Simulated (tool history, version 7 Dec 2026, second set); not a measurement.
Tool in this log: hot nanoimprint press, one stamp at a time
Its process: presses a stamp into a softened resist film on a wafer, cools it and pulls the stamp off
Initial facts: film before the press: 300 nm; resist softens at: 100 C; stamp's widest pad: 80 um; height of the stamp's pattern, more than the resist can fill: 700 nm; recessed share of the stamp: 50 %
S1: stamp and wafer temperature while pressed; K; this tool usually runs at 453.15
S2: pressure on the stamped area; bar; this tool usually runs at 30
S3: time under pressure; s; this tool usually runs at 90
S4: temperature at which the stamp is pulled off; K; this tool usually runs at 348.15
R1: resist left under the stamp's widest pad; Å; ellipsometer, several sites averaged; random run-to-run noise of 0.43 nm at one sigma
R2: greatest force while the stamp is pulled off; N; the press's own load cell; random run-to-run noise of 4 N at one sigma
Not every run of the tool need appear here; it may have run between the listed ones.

run   hour      S1    S2   S3      S4    R1   R2
  1      0  453.15    30   90  348.15  1246  226
  2   14.4  453.15  29.9   90  348.15  1248  237
  3   28.4  453.15    30   90  348.15  1239  237
  4   36.2  453.15    30   48  348.15  1573  242
  5   48.9  453.15    30   48  348.15  1574  239
  6   60.2  453.15    30   48  348.15  1571  233
  7     75  453.15    30   48  348.15  1575  242
      83.4  -- stamp cleaned and given a new release coat
  8   94.7  453.15    30   48  348.15  1575  193
  9  104.5  453.15    30   90  348.15  1243  190
 10  110.9  453.15    30   55  348.15  1496  193
 11  123.5  453.15    30   55  348.15  1495  187
 12  138.4  453.15    30   55  348.15  1499  198
 13  148.7  453.15    30   55  348.15  1494  199
 14  158.1  453.15    30   85  348.15  1257  199
 15  164.8  458.15  19.3   90  349.15  1242  187
 16  178.9  458.15  19.3   90  349.15  1247  194
 17  189.7  453.15  30.6   90  347.15  1220  214
 18  204.3  455.15    21   90  347.15  1336  207
 19    211  453.15    30   58  335.15  1461  249
     214.7  -- plate thermocouple calibrated
 20  222.2  453.15    30  174  335.15   972  261
 21  233.4  453.15    30   48  352.15  1614  189
 22  240.6  442.15    33  107  351.15  1723  194
 23    251  442.15    33  107  351.15  1714  199
 24  259.9  453.15    30  148  340.15  1038  238
 25  271.4  453.15    30  148  340.15  1040  242
 26  286.2  453.15  25.1   85  343.15  1398  233

Predict each of these 3 candidate next runs independently; none follows another, all start after run 26:
  A  292.9  453.15  25.1  55  343.15   ?   ?
  B  292.9  455.15  25.1  48  343.15   ?   ?
  C  292.9  453.15  35.1  90  350.15   ?   ?

run    R1   R2
  A  1647  236
  B  1617  236
  C  1188  212
Had the tool no hidden state, the same runs would have come out as:
run    R1   R2
  A  1654  213
  B  1624  213
  C  1192  191
